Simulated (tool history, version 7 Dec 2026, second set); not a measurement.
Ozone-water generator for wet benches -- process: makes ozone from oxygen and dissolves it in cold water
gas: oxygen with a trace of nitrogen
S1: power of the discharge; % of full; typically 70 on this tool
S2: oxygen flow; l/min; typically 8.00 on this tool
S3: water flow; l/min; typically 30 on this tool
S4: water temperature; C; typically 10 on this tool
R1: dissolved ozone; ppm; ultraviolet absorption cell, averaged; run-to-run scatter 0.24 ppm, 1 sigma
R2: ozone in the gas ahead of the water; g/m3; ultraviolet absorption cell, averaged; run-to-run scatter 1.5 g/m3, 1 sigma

Run 1, hour 0.0: usual settings. Result: R1 36.2 ppm, R2 271.7 g/m3.
Run 2, hour 32.8: usual settings but S2 5.75 l/min. Result: R1 34.6 ppm, R2 325.9 g/m3.
Run 3, hour 50.8: usual settings but S2 5.75 l/min. Result: R1 34.9 ppm, R2 329.5 g/m3.
Run 4, hour 65.1: usual settings. Result: R1 36.2 ppm, R2 275.7 g/m3.
Run 5, hour 88.0: usual settings. Result: R1 36.6 ppm, R2 273.6 g/m3.
Run 6, hour 111.7: usual settings but S4 17 C. Result: R1 32.6 ppm, R2 276.6 g/m3.
Run 7, hour 145.7: usual settings but S4 5 C. Result: R1 39.0 ppm, R2 277.4 g/m3.
Run 8, hour 168.4: usual settings but S4 5 C. Result: R1 38.1 ppm, R2 277.5 g/m3.
Run 9, hour 193.0: usual settings but S1 71 % of full. Result: R1 36.7 ppm, R2 280.6 g/m3.
Run 10, hour 208.3: usual settings but S1 71 % of full. Result: R1 36.7 ppm, R2 281.5 g/m3.
Run 11, hour 241.9: usual settings. Result: R1 36.0 ppm, R2 278.0 g/m3.
Run 12, hour 256.6: usual settings. Result: R1 35.9 ppm, R2 280.3 g/m3.
Run 13, hour 278.0: usual settings. Result: R1 36.3 ppm, R2 279.9 g/m3.
Run 14, hour 303.7: usual settings. Result: R1 36.0 ppm, R2 279.8 g/m3.
Run 15, hour 320.9: usual settings. Result: R1 35.8 ppm, R2 282.2 g/m3.
Run 16, hour 351.8: usual settings. Result: R1 36.0 ppm, R2 283.2 g/m3.
Run 17, hour 379.2: usual settings but S1 43 % of full, S3 46 l/min. Result: R1 17.0 ppm, R2 205.5 g/m3.
At hour 382.2: gauge calibrated.
Run 18, hour 397.1: usual settings but S2 10.60 l/min, S3 21 l/min, S4 8 C. Result: R1 49.2 ppm, R2 237.5 g/m3.
Run 19, hour 415.1: usual settings but S2 10.60 l/min, S3 21 l/min, S4 8 C. Result: R1 49.2 ppm, R2 234.9 g/m3.
Run 20, hour 432.8: usual settings but S1 93 % of full, S2 5.55 l/min. Result: R1 41.9 ppm, R2 402.1 g/m3.
Run 21, hour 455.7: usual settings but S1 93 % of full, S2 5.55 l/min, S3 23 l/min, S4 14 C. Result: R1 50.7 ppm, R2 401.2 g/m3.
Run 22, hour 473.6: usual settings but S2 5.38 l/min. Result: R1 34.7 ppm, R2 340.4 g/m3.
Run 23, hour 508.0: usual settings but S4 12 C. Result: R1 35.1 ppm, R2 275.2 g/m3.
Run 24, hour 533.1: usual settings but S1 55 % of full, S2 8.80 l/min, S3 37 l/min, S4 8 C. Result: R1 26.1 ppm, R2 225.2 g/m3.
Run 25, hour 557.9: usual settings but S1 69 % of full, S2 7.23 l/min, S4 16 C. Result: R1 32.9 ppm, R2 290.9 g/m3.

Run 26, settings as shown, results not yet in. Your forecast:
Run 26, hour 577.2: usual settings but S1 69 % of full, S2 7.23 l/min, S4 12 C. Result: R1 ?, R2 ?.

{"run 26": {"R1": 34.4, "R2": 289.9}}
The same run, on a tool lacking any hidden state, would have yielded R1 34.5 ppm, R2 285.9 g/m3.
